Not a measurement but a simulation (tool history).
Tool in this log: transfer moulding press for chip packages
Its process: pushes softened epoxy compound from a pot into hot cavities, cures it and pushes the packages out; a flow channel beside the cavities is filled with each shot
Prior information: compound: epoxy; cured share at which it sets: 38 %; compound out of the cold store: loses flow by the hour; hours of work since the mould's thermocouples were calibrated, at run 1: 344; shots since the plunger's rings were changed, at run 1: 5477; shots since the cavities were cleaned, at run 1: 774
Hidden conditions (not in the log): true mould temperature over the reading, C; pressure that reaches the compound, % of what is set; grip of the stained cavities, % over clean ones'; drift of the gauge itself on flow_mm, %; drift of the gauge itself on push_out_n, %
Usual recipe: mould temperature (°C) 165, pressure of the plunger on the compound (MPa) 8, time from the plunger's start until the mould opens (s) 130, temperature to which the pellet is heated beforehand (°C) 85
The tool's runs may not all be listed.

run   hour  mould temperature (°C)  pressure of the plunger on the compound (MPa)  time from the plunger's start until the mould opens (s)  temperature to which the pellet is heated beforehand (°C)  hours of work since the mould's thermocouples were calibrated  shots since the plunger's rings were changed  shots since the cavities were cleaned  incoming compound's hours out of the cold store  length that the compound runs in the flow channel (mm)  greatest force on the pins that push the packages out (N)
  1      0                     165                                              8                                                      130                                                         85                                                            344                                          5477                                    774                                             30.4                                                     700                                                        839
       5.5  -- cavities cleaned with cleaning compound and waxed
  2   12.4                     168                                              8                                                      130                                                         85                                                            351                                          5575                                     63                                             13.2                                                     741                                                        498
  3     22                     168                                              8                                                      130                                                         85                                                            357                                          5660                                    148                                             47.2                                                     630                                                        557
      30.8  -- plunger's sealing rings changed
  4   33.9                     164                                              8                                                      130                                                         85                                                            363                                            29                                    233                                             13.7                                                     851                                                        655
  5   44.8                     165                                              8                                                      130                                                         89                                                            370                                           126                                    330                                             27.5                                                     786                                                        686
  6   55.9                     165                                              8                                                      130                                                         85                                                            377                                           225                                    429                                             16.8                                                     832                                                        712
  7   63.3                     165                                              8                                                      130                                                         85                                                            381                                           292                                    496                                             41.5                                                     745                                                        744
  8   77.1                     171                                              8                                                      130                                                         85                                                            390                                           416                                    620                                               47                                                     709                                                        726
  9   85.7                     165                                              8                                                      130                                                         85                                                            395                                           493                                    697                                             39.7                                                     753                                                        781
 10   97.1                     165                                              8                                                      130                                                         85                                                            403                                           595                                    799                                             11.4                                                     833                                                        821
      99.6  -- cavities cleaned with cleaning compound and waxed
 11    113                     165                                              8                                                      130                                                         85                                                            412                                           724                                    120                                             19.1                                                     807                                                        594
 12  127.7                     165                                              8                                                      142                                                         85                                                            421                                           855                                    251                                               40                                                     740                                                        598
 13  141.4                     165                                              8                                                      142                                                         85                                                            430                                           978                                    374                                               26                                                     777                                                        664
 14  149.8                     163                                              8                                                      111                                                         85                                                            435                                          1053                                    449                                             22.2                                                     814                                                       1006
 15  162.5                     166                                              8                                                      130                                                         76                                                            443                                          1167                                    563                                             28.8                                                     787                                                        743
 16  172.8                     166                                              8                                                      130                                                         76                                                            449                                          1259                                    655                                             17.5                                                     802                                                        754
 17  185.3                     165                                           7.91                                                      130                                                         83                                                            457                                          1372                                    768                                               21                                                     793                                                        793
     191.8  -- cavities cleaned with cleaning compound and waxed
 18  202.3                     168                                           8.18                                                      159                                                         76                                                            467                                          1510                                     94                                               35                                                     737                                                        501
 19  211.6                     172                                           7.73                                                      135                                                         78                                                            473                                          1594                                    178                                             25.8                                                     747                                                        572
 20  220.6                     172                                           7.73                                                      135                                                         78                                                            479                                          1674                                    258                                             12.5                                                     786                                                        584
 21  231.9                     158                                           7.73                                                      135                                                         80                                                            486                                          1776                                    360                                             14.1                                                     834                                                        968
 22  239.7                     158                                           7.73                                                      135                                                         80                                                            491                                          1845                                    429                                             38.4                                                     747                                                        944
 23  251.2                     171                                           9.51                                                      158                                                         82                                                            498                                          1949                                    533                                             31.2                                                     806                                                        688
 24  262.5                     171                                           9.51                                                      158                                                         82                                                            505                                          2050                                    634                                             35.3                                                     781                                                        707
 25  271.1                     171                                           9.51                                                      153                                                         82                                                            510                                          2127                                    711                                             36.9                                                     766                                                        710

Describe how what the log doesn't record of the tool's condition differs between the last listed run preceding each entry between runs and the first listed run following it.
Run 1 -> run 2: cavities cleaned with cleaning compound and waxed (hour 5.5)
  true mould temperature over the reading, C: 0.4 -> 0.41; pressure that reaches the compound, % of what is set: 79.12 -> 78.73; grip of the stained cavities, % over clean ones': 77.9 -> 14.3
  measured value less the no-hidden-state value, length that the compound runs in the flow channel (mm): -88 -> -95; greatest force on the pins that push the packages out (N): +362 -> +59
Run 3 -> run 4: plunger's sealing rings changed (hour 30.8)
  true mould temperature over the reading, C: 0.42 -> 0.43; pressure that reaches the compound, % of what is set: 78.39 -> 99.56; grip of the stained cavities, % over clean ones': 30.2 -> 41.8
  measured value less the no-hidden-state value, length that the compound runs in the flow channel (mm): -84 -> -4; greatest force on the pins that push the packages out (N): +126 -> +184
Run 10 -> run 11: cavities cleaned with cleaning compound and waxed (hour 99.6)
  true mould temperature over the reading, C: 0.51 -> 0.53; pressure that reaches the compound, % of what is set: 97.46 -> 96.99; grip of the stained cavities, % over clean ones': 77.1 -> 26.3
  measured value less the no-hidden-state value, length that the compound runs in the flow channel (mm): -13 -> -14; greatest force on the pins that push the packages out (N): +351 -> +115
Run 17 -> run 18: cavities cleaned with cleaning compound and waxed (hour 191.8)
  true mould temperature over the reading, C: 0.62 -> 0.64; pressure that reaches the compound, % of what is set: 94.57 -> 94.04; grip of the stained cavities, % over clean ones': 76.4 -> 22.4
  measured value less the no-hidden-state value, length that the compound runs in the flow channel (mm): -25 -> -26; greatest force on the pins that push the packages out (N): +333 -> +90
